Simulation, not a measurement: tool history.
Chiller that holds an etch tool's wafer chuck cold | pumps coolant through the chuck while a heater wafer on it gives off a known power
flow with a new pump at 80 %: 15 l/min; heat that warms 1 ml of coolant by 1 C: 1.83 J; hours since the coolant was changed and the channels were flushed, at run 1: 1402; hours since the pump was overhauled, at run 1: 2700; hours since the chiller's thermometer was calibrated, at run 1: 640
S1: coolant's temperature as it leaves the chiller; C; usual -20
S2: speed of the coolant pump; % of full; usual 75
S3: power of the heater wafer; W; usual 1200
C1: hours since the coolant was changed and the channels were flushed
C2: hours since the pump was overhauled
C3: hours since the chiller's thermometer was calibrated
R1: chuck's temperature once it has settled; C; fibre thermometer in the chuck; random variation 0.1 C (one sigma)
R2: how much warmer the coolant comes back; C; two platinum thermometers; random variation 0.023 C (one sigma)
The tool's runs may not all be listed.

Run 1, day 0.000: usual settings; C1 1402; C2 2700; C3 640. Result: R1 -10.9 C, R2 2.86 C.
Run 2, day 1.592: usual settings but S1 -11 C; C1 1440; C2 2738; C3 678. Result: R1 -1.7 C, R2 2.87 C.
Run 3, day 4.008: usual settings but S1 -11 C; C1 1498; C2 2796; C3 736. Result: R1 -1.8 C, R2 2.86 C.
Run 4, day 6.717: usual settings but S1 -11 C; C1 1563; C2 2861; C3 801. Result: R1 -1.8 C, R2 2.88 C.
Run 5, day 10.108: usual settings but S1 -30 C; C1 1644; C2 2942; C3 883. Result: R1 -20.7 C, R2 2.81 C.
Run 6, day 12.142: usual settings but S1 -30 C; C1 1693; C2 2991; C3 932. Result: R1 -21.0 C, R2 2.85 C.
Run 7, day 14.204: usual settings but S1 -30 C; C1 1742; C2 3041; C3 981. Result: R1 -20.7 C, R2 2.84 C.
Run 8, day 16.821: usual settings but S1 -30 C; C1 1805; C2 3103; C3 1044. Result: R1 -20.7 C, R2 2.87 C.
Run 9, day 18.367: usual settings; C1 1842; C2 3140; C3 1081. Result: R1 -10.9 C, R2 2.85 C.
Run 10, day 21.362: usual settings but S3 729 W; C1 1914; C2 3212; C3 1153. Result: R1 -14.7 C, R2 1.76 C.
Run 11, day 24.667: usual settings but S3 869 W; C1 1994; C2 3292; C3 1232. Result: R1 -13.5 C, R2 2.12 C.
Run 12, day 27.008: usual settings; C1 2050; C2 3348; C3 1288. Result: R1 -10.8 C, R2 2.87 C.
Run 13, day 30.558: usual settings but S1 -21 C; C1 2135; C2 3433; C3 1374. Result: R1 -11.9 C, R2 2.93 C.
Run 14, day 33.708: usual settings; C1 2211; C2 3509; C3 1449. Result: R1 -11.0 C, R2 2.85 C.
Run 15, day 35.342: usual settings; C1 2250; C2 3548; C3 1488. Result: R1 -10.7 C, R2 2.87 C.
At day 35.546: chiller's thermometer calibrated.
Run 16, day 38.804: usual settings; C1 2332; C2 3630; C3 78. Result: R1 -11.2 C, R2 2.87 C.
Run 17, day 41.804: usual settings but S1 -23 C, S3 1773 W; C1 2404; C2 3702; C3 150. Result: R1 -9.4 C, R2 4.25 C.
At day 45.562: chiller's thermometer calibrated, once more.
Run 18, day 45.592: usual settings but S1 -29 C; C1 2494; C2 3792; C3 1. Result: R1 -19.6 C, R2 2.87 C.
Run 19, day 48.500: usual settings but S1 -29 C; C1 2564; C2 3862; C3 70. Result: R1 -19.6 C, R2 2.87 C.
Run 20, day 52.238: usual settings but S1 -11 C, S2 68 % of full, S3 893 W; C1 2653; C2 3951; C3 160. Result: R1 -3.5 C, R2 2.36 C.
Run 21, day 54.488: usual settings but S1 -24 C, S2 95 % of full, S3 1084 W; C1 2707; C2 4005; C3 214. Result: R1 -16.8 C, R2 2.09 C.
Run 22, day 58.179: usual settings but S1 -22 C, S2 70 % of full, S3 1109 W; C1 2796; C2 4094; C3 303. Result: R1 -12.9 C, R2 2.85 C.
Run 23, day 60.238: usual settings but S1 -24 C, S3 835 W; C1 2845; C2 4143; C3 352. Result: R1 -17.5 C, R2 1.98 C.

Run 24 comes next. What will it give?
Run 24, day 63.567: usual settings but S1 -24 C, S3 835 W; C1 2925; C2 4223; C3 432. Result: R1 ?, R2 ?.

Run 24 gave R1 -17.4 C, R2 2.00 C.
Without the tool's hidden state the same run would have given R1 -17.8 C, R2 1.93 C.

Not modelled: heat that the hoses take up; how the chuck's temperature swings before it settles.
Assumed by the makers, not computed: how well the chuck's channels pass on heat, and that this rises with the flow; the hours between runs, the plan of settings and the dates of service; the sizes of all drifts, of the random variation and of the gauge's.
